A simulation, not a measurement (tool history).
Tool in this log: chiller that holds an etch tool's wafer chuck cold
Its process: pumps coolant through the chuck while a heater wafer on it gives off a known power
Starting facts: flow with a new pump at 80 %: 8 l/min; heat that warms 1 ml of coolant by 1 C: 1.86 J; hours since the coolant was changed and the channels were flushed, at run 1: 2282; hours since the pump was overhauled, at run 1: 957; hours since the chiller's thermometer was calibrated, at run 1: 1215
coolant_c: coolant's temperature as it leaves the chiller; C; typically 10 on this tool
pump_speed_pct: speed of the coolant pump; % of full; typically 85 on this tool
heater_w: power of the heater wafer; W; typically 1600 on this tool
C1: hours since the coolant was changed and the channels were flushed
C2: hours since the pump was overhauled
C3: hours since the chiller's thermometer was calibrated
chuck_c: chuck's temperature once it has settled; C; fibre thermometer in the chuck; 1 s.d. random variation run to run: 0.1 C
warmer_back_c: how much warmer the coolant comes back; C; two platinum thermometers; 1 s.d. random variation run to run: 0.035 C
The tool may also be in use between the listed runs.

{"run": 1, "hour": 0.0, "coolant_c": 10, "pump_speed_pct": 85, "heater_w": 1600, "C1": 2282, "C2": 957, "C3": 1215, "chuck_c": 23.2, "warmer_back_c": 6.32}
{"run": 2, "hour": 136.6, "coolant_c": 10, "pump_speed_pct": 85, "heater_w": 1600, "C1": 2418, "C2": 1093, "C3": 1352, "chuck_c": 23.3, "warmer_back_c": 6.38}
{"run": 3, "hour": 249.5, "coolant_c": 10, "pump_speed_pct": 85, "heater_w": 1600, "C1": 2531, "C2": 1206, "C3": 1465, "chuck_c": 23.3, "warmer_back_c": 6.29}
{"run": 4, "hour": 347.5, "coolant_c": 10, "pump_speed_pct": 85, "heater_w": 1600, "C1": 2629, "C2": 1304, "C3": 1563, "chuck_c": 23.3, "warmer_back_c": 6.41}
{"run": 5, "hour": 502.9, "coolant_c": 10, "pump_speed_pct": 85, "heater_w": 1600, "C1": 2785, "C2": 1460, "C3": 1718, "chuck_c": 23.7, "warmer_back_c": 6.44}
{"run": 6, "hour": 601.4, "coolant_c": 19, "pump_speed_pct": 85, "heater_w": 1600, "C1": 2883, "C2": 1558, "C3": 1816, "chuck_c": 32.4, "warmer_back_c": 6.4}
{"run": 7, "hour": 719.2, "coolant_c": 10, "pump_speed_pct": 85, "heater_w": 1600, "C1": 3001, "C2": 1676, "C3": 1934, "chuck_c": 23.4, "warmer_back_c": 6.52}
{"hour": 761.0, "done": "coolant changed, channels flushed"}
{"hour": 855.4, "done": "chiller's thermometer calibrated"}
{"run": 8, "hour": 875.0, "coolant_c": 10, "pump_speed_pct": 85, "heater_w": 1600, "C1": 113, "C2": 1825, "C3": 20, "chuck_c": 23.0, "warmer_back_c": 6.53}
{"run": 9, "hour": 1013.9, "coolant_c": 10, "pump_speed_pct": 82, "heater_w": 1600, "C1": 252, "C2": 1964, "C3": 159, "chuck_c": 23.5, "warmer_back_c": 6.68}
{"run": 10, "hour": 1197.2, "coolant_c": 10, "pump_speed_pct": 82, "heater_w": 1600, "C1": 435, "C2": 2147, "C3": 342, "chuck_c": 23.4, "warmer_back_c": 6.81}
{"run": 11, "hour": 1323.0, "coolant_c": 0, "pump_speed_pct": 85, "heater_w": 1600, "C1": 561, "C2": 2273, "C3": 468, "chuck_c": 13.3, "warmer_back_c": 6.61}
{"run": 12, "hour": 1432.5, "coolant_c": 10, "pump_speed_pct": 85, "heater_w": 1600, "C1": 671, "C2": 2382, "C3": 577, "chuck_c": 23.1, "warmer_back_c": 6.69}
{"run": 13, "hour": 1515.6, "coolant_c": 10, "pump_speed_pct": 85, "heater_w": 1600, "C1": 754, "C2": 2465, "C3": 660, "chuck_c": 23.2, "warmer_back_c": 6.66}
{"run": 14, "hour": 1699.5, "coolant_c": 10, "pump_speed_pct": 80, "heater_w": 1600, "C1": 938, "C2": 2649, "C3": 844, "chuck_c": 24.0, "warmer_back_c": 7.15}
{"run": 15, "hour": 1882.9, "coolant_c": 15, "pump_speed_pct": 85, "heater_w": 1600, "C1": 1121, "C2": 2833, "C3": 1027, "chuck_c": 28.5, "warmer_back_c": 6.81}
{"run": 16, "hour": 2007.0, "coolant_c": 10, "pump_speed_pct": 85, "heater_w": 1600, "C1": 1245, "C2": 2957, "C3": 1152, "chuck_c": 23.3, "warmer_back_c": 6.83}
{"run": 17, "hour": 2190.5, "coolant_c": 8, "pump_speed_pct": 85, "heater_w": 985, "C1": 1429, "C2": 3140, "C3": 1335, "chuck_c": 16.2, "warmer_back_c": 4.2}
{"run": 18, "hour": 2387.2, "coolant_c": 8, "pump_speed_pct": 85, "heater_w": 1669, "C1": 1625, "C2": 3337, "C3": 1532, "chuck_c": 22.1, "warmer_back_c": 7.16}
{"run": 19, "hour": 2580.9, "coolant_c": 10, "pump_speed_pct": 85, "heater_w": 1731, "C1": 1819, "C2": 3531, "C3": 1725, "chuck_c": 24.8, "warmer_back_c": 7.53}
{"run": 20, "hour": 2739.8, "coolant_c": 10, "pump_speed_pct": 85, "heater_w": 2318, "C1": 1978, "C2": 3689, "C3": 1884, "chuck_c": 30.5, "warmer_back_c": 10.15}
{"run": 21, "hour": 2845.4, "coolant_c": 1, "pump_speed_pct": 80, "heater_w": 2318, "C1": 2083, "C2": 3795, "C3": 1990, "chuck_c": 22.4, "warmer_back_c": 10.88}
{"hour": 2909.0, "done": "chiller's thermometer calibrated"}
{"run": 22, "hour": 2973.0, "coolant_c": 1, "pump_speed_pct": 85, "heater_w": 2318, "C1": 2210, "C2": 3922, "C3": 64, "chuck_c": 22.0, "warmer_back_c": 10.31}
{"run": 23, "hour": 3076.2, "coolant_c": 2, "pump_speed_pct": 73, "heater_w": 830, "C1": 2313, "C2": 4025, "C3": 167, "chuck_c": 10.5, "warmer_back_c": 4.3}
{"run": 24, "hour": 3183.0, "coolant_c": 10, "pump_speed_pct": 85, "heater_w": 2296, "C1": 2420, "C2": 4132, "C3": 274, "chuck_c": 31.1, "warmer_back_c": 10.24}
{"hour": 3336.5, "done": "coolant pump overhauled"}
{"run": 25, "hour": 3339.9, "coolant_c": 14, "pump_speed_pct": 85, "heater_w": 2296, "C1": 2572, "C2": 3, "C3": 426, "chuck_c": 32.2, "warmer_back_c": 8.66}
{"run": 26, "hour": 3460.7, "coolant_c": 10, "pump_speed_pct": 90, "heater_w": 1051, "C1": 2693, "C2": 124, "C3": 547, "chuck_c": 18.0, "warmer_back_c": 3.78}
{"run": 27, "hour": 3570.0, "coolant_c": 10, "pump_speed_pct": 90, "heater_w": 1051, "C1": 2802, "C2": 233, "C3": 656, "chuck_c": 17.8, "warmer_back_c": 3.79}
{"run": 28, "hour": 3721.8, "coolant_c": 10, "pump_speed_pct": 84, "heater_w": 1043, "C1": 2954, "C2": 385, "C3": 808, "chuck_c": 18.5, "warmer_back_c": 4.03}
{"hour": 3817.2, "done": "coolant changed, channels flushed"}
{"run": 29, "hour": 3892.7, "coolant_c": 10, "pump_speed_pct": 84, "heater_w": 1043, "C1": 76, "C2": 550, "C3": 973, "chuck_c": 17.8, "warmer_back_c": 4.06}
{"run": 30, "hour": 4047.4, "coolant_c": 10, "pump_speed_pct": 84, "heater_w": 1043, "C1": 230, "C2": 705, "C3": 1127, "chuck_c": 17.9, "warmer_back_c": 4.08}
{"run": 31, "hour": 4136.9, "coolant_c": 10, "pump_speed_pct": 62, "heater_w": 2168, "C1": 320, "C2": 794, "C3": 1217, "chuck_c": 31.7, "warmer_back_c": 11.47}
{"run": 32, "hour": 4233.5, "coolant_c": 10, "pump_speed_pct": 62, "heater_w": 2168, "C1": 416, "C2": 891, "C3": 1313, "chuck_c": 31.8, "warmer_back_c": 11.58}

Pick out some run-to-run changes in chuck_c. Of each, how much would a tool without hidden state show as well, from the settings, what came in and chance, and how much is left for the hidden state and any gauge scatter not in both results compared?
The hidden state here: heat passed by the chuck's channels, % of clean ones'; flow at a given pump speed, % of a new pump's; coolant's true temperature over the reading, C; drift of the gauge itself on chuck_c, C; drift of the gauge itself on warmer_back_c, C.
Run 22 -> 23: coolant_c 1 -> 2, pump_speed_pct 85 -> 73, heater_w 2318 -> 830. chuck_c -11.5 C: hidden state -2.1, all else -9.4.
Run 23 -> 24: coolant_c 2 -> 10, pump_speed_pct 73 -> 85, heater_w 830 -> 2296. chuck_c +20.6 C: hidden state +2.3, all else +18.3.
Run 24 -> 25: coolant_c 10 -> 14, coolant pump overhauled. chuck_c +1.1 C: hidden state -2.8, all else +3.9.
Run 25 -> 26: coolant_c 14 -> 10, pump_speed_pct 85 -> 90, heater_w 2296 -> 1051. chuck_c -14.2 C: hidden state -0.5, all else -13.7.
Run 30 -> 31: pump_speed_pct 84 -> 62, heater_w 1043 -> 2168. chuck_c +13.8 C: hidden state +0.4, all else +13.4.
